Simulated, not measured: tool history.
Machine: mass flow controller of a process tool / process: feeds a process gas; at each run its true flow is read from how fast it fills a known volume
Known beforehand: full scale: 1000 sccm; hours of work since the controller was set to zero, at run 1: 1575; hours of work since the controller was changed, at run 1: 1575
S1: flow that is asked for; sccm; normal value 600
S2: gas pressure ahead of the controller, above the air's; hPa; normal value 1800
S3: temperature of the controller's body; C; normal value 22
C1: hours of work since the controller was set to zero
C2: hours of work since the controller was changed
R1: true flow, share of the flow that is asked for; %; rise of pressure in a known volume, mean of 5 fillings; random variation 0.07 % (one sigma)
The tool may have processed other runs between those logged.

run	hour	S1	S2	S3	C1	C2	R1
1	0.0	600	1800	22	1575	1575	99.52
2	153.8	549	1800	22	1630	1630	99.36
3	355.3	758	1800	22	1703	1703	99.93
4	516.0	795	1800	22	1760	1760	100.10
5	708.7	795	1800	22	1830	1830	100.06
6	807.5	600	1800	22	1865	1865	99.50
7	978.5	600	2150	22	1927	1927	99.50
8	1105.6	129	1800	22	1972	1972	97.51
9	1246.1	129	1800	22	2023	2023	97.28
10	1350.4	129	1800	22	2060	2060	97.33
11	1532.6	129	1800	22	2126	2126	97.39
12	1667.5	404	1800	22	2174	2174	99.25
13	1821.9	600	1480	22	2230	2230	99.70
14	1932.4	600	1480	22	2269	2269	99.84
15	2144.2	164	1470	23	2345	2345	97.95
16	2289.1	164	1470	23	2398	2398	98.10
17	2477.1	600	2630	36	2465	2465	100.60
18	2615.7	600	2630	36	2515	2515	100.58
19	2723.0	328	1700	34	2553	2553	99.99
20	2902.0	328	1700	34	2618	2618	99.88
21	3041.3	167	1700	35	2668	2668	98.85
22	3248.9	167	1700	35	2742	2742	98.98
23	3451.8	138	1700	20	2815	2815	97.07
24	3643.1	138	1700	20	2884	2884	97.23
25	3746.1	600	1470	22	2921	2921	100.08

Consider 4 possible next runs. They are alternatives, not a sequence: every one starts from the tool as it was left by run 25. What does each give?
A	3837.2	337	1470	22	2954	2954	?
B	3837.2	773	1800	28	2954	2954	?
C	3837.2	209	2120	21	2954	2954	?
D	3837.2	600	1770	22	2954	2954	?

run	R1
A	99.09
B	100.89
C	97.94
D	99.93
Without the tool's hidden state the same runs would have given:
run	R1
A	98.58
B	99.87
C	97.99
D	99.02

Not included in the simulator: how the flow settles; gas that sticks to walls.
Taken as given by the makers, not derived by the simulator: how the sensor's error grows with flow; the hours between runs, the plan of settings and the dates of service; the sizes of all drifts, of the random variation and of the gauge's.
